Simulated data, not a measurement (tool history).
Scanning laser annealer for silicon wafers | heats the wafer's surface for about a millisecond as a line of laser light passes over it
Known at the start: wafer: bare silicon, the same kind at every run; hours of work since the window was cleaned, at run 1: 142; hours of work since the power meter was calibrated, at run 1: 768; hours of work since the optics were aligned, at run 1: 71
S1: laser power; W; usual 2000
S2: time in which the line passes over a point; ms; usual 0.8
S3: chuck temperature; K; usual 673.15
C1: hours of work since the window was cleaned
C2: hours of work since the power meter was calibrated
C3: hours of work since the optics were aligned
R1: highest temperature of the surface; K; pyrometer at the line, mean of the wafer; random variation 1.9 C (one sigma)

run     day    S1     S2      S3   C1    C2   C3       R1
  1       0  2000    0.8  673.15  142   768   71  1510.15
  2   1.358  2000    0.8  646.15  159   785   88  1482.15
  3     3.2  2000  0.666  646.15  181   807  110  1412.15
  4   4.179  2000  0.666  646.15  193   819  122  1407.15
  5   5.575  2000  0.666  646.15  210   836  139  1407.15
  6   6.579  2000  0.666  646.15  222   848  151  1408.15
  7   8.283  2000  0.666  646.15  243   869  172  1405.15
  8   9.788  2000  0.666  646.15  261   887  190  1405.15
  9  11.346  2000  0.666  646.15  280   906  209  1403.15
 10  13.638  2000    0.8  645.15  308   934  237  1472.15
 11  15.921  2000    0.8  645.15  335   962  264  1472.15
 12  16.925  2000    0.8  673.15  347   974  277  1501.15
 13  17.996  2000    0.8  673.15  360   987  290  1502.15
 14  19.362  2000    0.8  673.15  377  1003  306  1499.15
 15  21.446  2000  0.617  673.15  402  1029  331  1399.15
 16  23.412  1845  0.756  670.15  426  1052  355  1393.15
 17    25.7  1845  0.756  670.15  454  1080  383  1391.15
     25.933  -- laser's power meter calibrated
 18  27.121  2154  0.612  637.15  470    14  399  1430.15
 19  29.392  2000  0.989  680.15  497    42  426  1591.15
 20  31.254  2000  0.989  680.15  520    65  449  1591.15
     33.446  -- laser's power meter calibrated, once more
 21  33.446  2000  0.989  680.15  545     0  474  1586.15
 22  34.762  2184  0.739  659.15  561    16  490  1535.15
 23  36.679  1857    0.8  673.15  584    39  513  1411.15
 24  37.688  2036  0.725  643.15  596    51  525  1436.15
 25  39.296  2036  0.725  643.15  616    71  545  1440.15

Some steps in R1 between neighbouring runs. How much of each would the tool show without its hidden state too (settings, what came in, random variation), and how much is left for the hidden state, with any gauge scatter that isn't in both results?
The hidden state here: light that passes the window, % of a clean one's; laser's true power over the reading, %; width of the line over the set one, %; drift of the gauge itself on peak_c, C.
Run 18 -> 19: S1 2154 -> 2000, S2 0.612 -> 0.989, S3 637.15 -> 680.15. R1 +161 K: hidden state -5, all else +166.
Run 20 -> 21: laser's power meter calibrated, once more. R1 -5 K: hidden state -6, all else +1.
Run 22 -> 23: S1 2184 -> 1857, S2 0.739 -> 0.8, S3 659.15 -> 673.15. R1 -124 K: hidden state +4, all else -128.
